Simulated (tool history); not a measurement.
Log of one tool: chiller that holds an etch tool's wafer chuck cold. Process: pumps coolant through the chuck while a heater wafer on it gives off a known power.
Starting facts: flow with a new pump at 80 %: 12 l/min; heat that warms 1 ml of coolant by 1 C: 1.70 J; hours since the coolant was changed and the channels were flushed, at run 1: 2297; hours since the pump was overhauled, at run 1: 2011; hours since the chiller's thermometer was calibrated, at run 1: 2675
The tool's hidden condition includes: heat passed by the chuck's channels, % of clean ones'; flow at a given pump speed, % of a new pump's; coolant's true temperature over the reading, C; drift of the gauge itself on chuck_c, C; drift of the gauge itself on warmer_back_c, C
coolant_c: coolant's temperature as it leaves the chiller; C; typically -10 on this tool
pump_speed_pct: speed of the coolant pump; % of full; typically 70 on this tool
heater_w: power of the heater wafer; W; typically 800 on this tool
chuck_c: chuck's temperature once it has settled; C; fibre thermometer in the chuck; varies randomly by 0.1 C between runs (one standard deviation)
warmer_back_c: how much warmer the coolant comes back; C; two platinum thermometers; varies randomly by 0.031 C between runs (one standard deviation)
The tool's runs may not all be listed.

run,hour,coolant_c,pump_speed_pct,heater_w,hours since the coolant was changed and the channels were flushed,hours since the pump was overhauled,hours since the chiller's thermometer was calibrated,chuck_c,warmer_back_c
1,0.0,-10,70,800,2297,2011,2675,-1.5,2.79
2,45.8,-10,96,800,2343,2057,2720,-2.7,2.01
3,105.7,-10,70,800,2403,2117,2780,-1.4,2.72
4,149.3,-7,70,800,2446,2160,2824,1.7,2.78
5,205.8,-7,70,800,2503,2217,2880,1.9,2.73
# hour 242.3: chiller's thermometer calibrated
6,280.2,-7,70,800,2576,2290,38,2.0,2.78
7,315.7,-1,70,445,2612,2326,73,4.1,1.49
8,347.8,-13,77,445,2644,2358,106,-8.2,1.41
9,395.8,-13,77,445,2692,2406,154,-8.3,1.47
10,457.1,-12,77,445,2753,2467,215,-7.2,1.39

What will run 11 give?
11,530.5,-14,81,639,2826,2540,288,?,?

Run 11 gave chuck_c -7.5 C, warmer_back_c 1.90 C.
Were there no unlogged condition in the tool, this run, its random variation unchanged, would have produced chuck_c -7.8 C, warmer_back_c 1.84 C.

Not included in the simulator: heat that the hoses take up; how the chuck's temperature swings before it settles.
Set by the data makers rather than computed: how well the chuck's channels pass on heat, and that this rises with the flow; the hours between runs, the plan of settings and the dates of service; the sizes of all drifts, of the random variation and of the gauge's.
